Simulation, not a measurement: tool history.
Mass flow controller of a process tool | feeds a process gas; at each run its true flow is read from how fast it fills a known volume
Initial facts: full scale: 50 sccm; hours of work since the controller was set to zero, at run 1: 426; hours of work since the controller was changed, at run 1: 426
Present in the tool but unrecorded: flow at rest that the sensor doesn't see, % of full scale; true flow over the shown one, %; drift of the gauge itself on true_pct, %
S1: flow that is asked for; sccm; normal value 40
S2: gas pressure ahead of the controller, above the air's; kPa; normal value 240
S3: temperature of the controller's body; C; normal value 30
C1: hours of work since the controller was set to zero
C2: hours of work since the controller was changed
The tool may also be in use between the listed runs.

{"run": 1, "hour": 0.0, "S1": 40, "S2": 240, "S3": 30, "C1": 426, "C2": 426, "true flow (%)": 100.19}
{"run": 2, "hour": 129.4, "S1": 40, "S2": 240, "S3": 30, "C1": 466, "C2": 466, "true flow (%)": 100.12}
{"run": 3, "hour": 416.9, "S1": 40, "S2": 190, "S3": 30, "C1": 553, "C2": 553, "true flow (%)": 99.93}
{"run": 4, "hour": 618.8, "S1": 40, "S2": 190, "S3": 30, "C1": 615, "C2": 615, "true flow (%)": 99.88}
{"run": 5, "hour": 795.5, "S1": 40, "S2": 224, "S3": 30, "C1": 668, "C2": 668, "true flow (%)": 99.9}
{"run": 6, "hour": 980.7, "S1": 40, "S2": 224, "S3": 30, "C1": 725, "C2": 725, "true flow (%)": 99.94}
{"run": 7, "hour": 1162.1, "S1": 40, "S2": 240, "S3": 32, "C1": 780, "C2": 780, "true flow (%)": 100.19}
{"run": 8, "hour": 1388.4, "S1": 40, "S2": 240, "S3": 32, "C1": 849, "C2": 849, "true flow (%)": 100.02}
{"run": 9, "hour": 1516.5, "S1": 21, "S2": 240, "S3": 30, "C1": 888, "C2": 888, "true flow (%)": 99.12}
{"run": 10, "hour": 1820.4, "S1": 40, "S2": 240, "S3": 34, "C1": 980, "C2": 980, "true flow (%)": 99.97}
{"run": 11, "hour": 1950.1, "S1": 40, "S2": 240, "S3": 34, "C1": 1020, "C2": 1020, "true flow (%)": 100.07}
{"run": 12, "hour": 2122.7, "S1": 40, "S2": 160, "S3": 30, "C1": 1072, "C2": 1072, "true flow (%)": 99.65}
{"run": 13, "hour": 2274.4, "S1": 40, "S2": 160, "S3": 30, "C1": 1118, "C2": 1118, "true flow (%)": 99.44}
{"run": 14, "hour": 2402.4, "S1": 40, "S2": 240, "S3": 30, "C1": 1157, "C2": 1157, "true flow (%)": 99.71}
{"hour": 2428.4, "done": "controller's zero set anew"}
{"run": 15, "hour": 2676.8, "S1": 40, "S2": 240, "S3": 32, "C1": 76, "C2": 1241, "true flow (%)": 99.79}
{"run": 16, "hour": 2903.3, "S1": 40, "S2": 240, "S3": 32, "C1": 145, "C2": 1310, "true flow (%)": 99.76}
{"run": 17, "hour": 3135.5, "S1": 40, "S2": 240, "S3": 30, "C1": 215, "C2": 1380, "true flow (%)": 99.6}
{"run": 18, "hour": 3351.4, "S1": 40, "S2": 240, "S3": 30, "C1": 281, "C2": 1446, "true flow (%)": 99.44}
{"run": 19, "hour": 3585.4, "S1": 40, "S2": 240, "S3": 30, "C1": 352, "C2": 1517, "true flow (%)": 99.43}
{"hour": 3673.5, "done": "controller's zero set anew, once more"}
{"run": 20, "hour": 3818.6, "S1": 40, "S2": 240, "S3": 30, "C1": 44, "C2": 1588, "true flow (%)": 99.6}
{"run": 21, "hour": 4094.3, "S1": 40, "S2": 240, "S3": 30, "C1": 128, "C2": 1672, "true flow (%)": 99.52}
{"run": 22, "hour": 4257.5, "S1": 40, "S2": 240, "S3": 32, "C1": 178, "C2": 1722, "true flow (%)": 99.76}
{"run": 23, "hour": 4415.2, "S1": 40, "S2": 240, "S3": 30, "C1": 226, "C2": 1770, "true flow (%)": 99.46}
{"run": 24, "hour": 4604.0, "S1": 40, "S2": 240, "S3": 30, "C1": 283, "C2": 1827, "true flow (%)": 99.47}
{"run": 25, "hour": 4843.7, "S1": 40, "S2": 240, "S3": 30, "C1": 356, "C2": 1900, "true flow (%)": 99.55}
{"run": 26, "hour": 5141.9, "S1": 21, "S2": 240, "S3": 30, "C1": 447, "C2": 1991, "true flow (%)": 98.79}
{"run": 27, "hour": 5394.1, "S1": 21, "S2": 240, "S3": 30, "C1": 524, "C2": 2067, "true flow (%)": 98.78}
{"run": 28, "hour": 5687.5, "S1": 40, "S2": 161, "S3": 28, "C1": 613, "C2": 2157, "true flow (%)": 98.99}
{"run": 29, "hour": 5914.7, "S1": 40, "S2": 161, "S3": 28, "C1": 682, "C2": 2226, "true flow (%)": 98.92}

For run 30, what comes out?
{"run": 30, "hour": 6052.0, "S1": 40, "S2": 161, "S3": 28, "C1": 724, "C2": 2268, "true flow (%)": "?"}

{"run 30": {"true flow (%)": 98.87}}
Take away the tool's hidden state, keep the run-to-run variation as it was, and the same run would have given true flow (%) 99.81.
